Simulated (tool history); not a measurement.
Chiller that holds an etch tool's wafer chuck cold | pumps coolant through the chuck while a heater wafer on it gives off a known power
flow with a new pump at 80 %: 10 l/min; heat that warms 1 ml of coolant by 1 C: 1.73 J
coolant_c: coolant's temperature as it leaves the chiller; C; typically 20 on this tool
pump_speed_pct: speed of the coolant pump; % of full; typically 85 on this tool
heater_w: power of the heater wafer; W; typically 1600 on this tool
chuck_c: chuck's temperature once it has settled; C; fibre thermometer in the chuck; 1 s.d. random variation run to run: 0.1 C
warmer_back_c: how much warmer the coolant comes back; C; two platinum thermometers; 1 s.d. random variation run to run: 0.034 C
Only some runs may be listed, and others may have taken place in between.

run    hour  coolant_c  pump_speed_pct  heater_w  chuck_c  warmer_back_c
  1       0         20              85      1600     32.4           5.36
  2      42         20              85      1600     32.6           5.32
  3      63         20              85      1600     32.6           5.28
  4    89.1         13              85      1600     25.6           5.36
  5   121.9         13              85      1600     25.6           5.42
  6   161.6         13              85      1600     25.6           5.34
  7   188.2         20              85      1600     32.8            5.4
  8   216.5         20              85      1600     32.6           5.35
  9   247.3         20              85      1600     32.9           5.37
 10   276.4         20              85      1654     33.1           5.48
 11   299.9         20              85      1654     33.1           5.58
 12   339.8         20              85      1654     33.3            5.6
 13   380.4         20              85      1654     33.2           5.56
 14   429.5         20              85      1600       33           5.44
 15   462.6         20              84      1600     33.2           5.51
 16   502.4         20              84      1600     32.9           5.44
 17     552         20              72      1347     32.3           5.51
      582.9  -- coolant changed, channels flushed
 18   588.2         20              72      1347       31           5.54
 19   623.6         20              85      1023     27.4           3.49
 20     663         20              85      1023     27.5           3.46
 21   710.6         29              85       978     36.3           3.32
 22   760.6         20              73      1600     32.8           6.55
 23   792.7         20              73      1600     32.8           6.48
 24   828.1         14              85       837     20.3           2.84
 25   874.8         19              73      1911     34.3           7.74
 26   923.9         19              73      1911     34.6           7.76
 27   944.6         19              73      1911     34.4           7.75
 28   973.1         19              73      1911     34.5           7.81
 29  1004.5         29              85      1363     39.2           4.74
 30  1030.5         20              75       831     26.8           3.33
 31  1076.7         20              61      1600     34.8           8.03
 32  1118.9         13              92      1350     22.8           4.25

Forecast each of these 4 alternatives for the next run:
  A  1165.6         20              80      1600        ?              ?
  B  1165.6         18              67      1350        ?              ?
  C  1165.6         11              92      1350        ?              ?
  D  1165.6         12              92       828        ?              ?

run  chuck_c  warmer_back_c
  A     32.5           5.95
  B     29.9           6.11
  C     20.7           4.24
  D     17.9           2.58
Had the tool no hidden state, the same runs would have come out as:
run  chuck_c  warmer_back_c
  A     31.4           5.55
  B     28.9            5.7
  C     19.8           3.96
  D     17.2            2.4

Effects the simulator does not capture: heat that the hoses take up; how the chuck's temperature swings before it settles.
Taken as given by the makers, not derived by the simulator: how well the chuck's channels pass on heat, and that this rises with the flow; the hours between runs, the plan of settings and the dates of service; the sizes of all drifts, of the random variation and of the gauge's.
